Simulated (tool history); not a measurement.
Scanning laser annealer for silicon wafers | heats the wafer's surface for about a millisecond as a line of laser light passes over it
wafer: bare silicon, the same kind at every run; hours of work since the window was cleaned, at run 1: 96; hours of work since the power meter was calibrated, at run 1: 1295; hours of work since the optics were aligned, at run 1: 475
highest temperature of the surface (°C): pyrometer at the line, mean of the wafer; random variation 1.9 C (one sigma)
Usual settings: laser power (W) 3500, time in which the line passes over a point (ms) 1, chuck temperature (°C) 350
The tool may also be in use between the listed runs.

run	hour	laser power (W)	time in which the line passes over a point (ms)	chuck temperature (°C)	hours of work since the window was cleaned	hours of work since the power meter was calibrated	hours of work since the optics were aligned	highest temperature of the surface (°C)
1	0	3500	1	350	96	1295	475	1089
2	19.4	3500	0.84	350	110	1309	490	1013
3	55.4	3500	0.78	350	136	1335	516	988
4	91.9	3500	1.13	350	163	1362	543	1140
5	109.9	3500	1.13	350	176	1375	556	1143
6	144.6	3500	1.13	350	202	1401	581	1143
7	166.3	3500	1.13	350	217	1417	597	1147
8	200.5	3694	1.13	350	243	1442	622	1184
9	245.1	3694	1.13	350	275	1475	655	1188
10	273.5	3694	1.13	350	296	1495	676	1185
11	307.3	3694	1.13	350	321	1520	701	1184
12	348.9	3694	1.13	350	351	1551	731	1186
13	387.3	3500	0.98	350	380	1579	759	1078
# hour 419.1: window over the wafer cleaned
14	425.3	3500	0.98	350	5	1605	786	1079
15	456.5	3500	0.98	350	27	1628	809	1081
16	481.3	3590	0.98	350	46	1646	827	1096
17	502.1	3590	0.98	350	61	1662	842	1098
18	545	3500	1	350	92	1693	874	1087
19	565.1	3500	1	350	107	1708	888	1088
20	583.5	3653	1	350	121	1721	902	1122
21	605.8	3653	1	350	137	1738	918	1119
22	636.4	3670	0.78	350	159	1760	941	1016
23	661	3670	1.18	385	177	1778	959	1238
24	680.7	3500	1	316	192	1792	973	1054
25	706.6	3500	0.98	333	211	1812	992	1063
26	729.2	3418	0.91	320	227	1828	1009	1003
27	750.5	3418	0.91	320	243	1844	1024	1005
28	783	3305	1	377	267	1868	1048	1076
29	809.7	3832	0.9	333	286	1887	1068	1091
30	852.7	3832	0.9	333	318	1919	1099	1089
31	874.2	3832	0.9	333	334	1934	1115	1093
32	897.1	3431	0.92	350	351	1951	1132	1038
33	917.2	3431	0.92	368	365	1966	1147	1058
34	947.3	3449	0.85	380	387	1988	1169	1041
# hour 968.2: window over the wafer cleaned
35	988	3449	0.85	380	14	2016	1197	1041
36	1006.6	3500	1.01	356	28	2030	1211	1099
37	1043.8	3500	0.77	343	55	2057	1238	979
38	1064.5	3500	0.77	343	71	2073	1253	978
39	1085.3	3841	1	350	86	2088	1268	1160
40	1116.1	3841	1	350	108	2110	1291	1158

4 ways to go on from here, each from the tool as it stands after run 40. What would each give?
A	1150.1	3171	0.75	350	133	2135	1316	?
B	1150.1	3239	1.2	350	133	2135	1316	?
C	1150.1	2995	1	350	133	2135	1316	?
D	1150.1	3617	1	370	133	2135	1316	?

run	highest temperature of the surface (°C)
A	911
B	1113
C	986
D	1136
Without the tool's hidden state the same runs would have given:
run	highest temperature of the surface (°C)
A	912
B	1114
C	987
D	1137
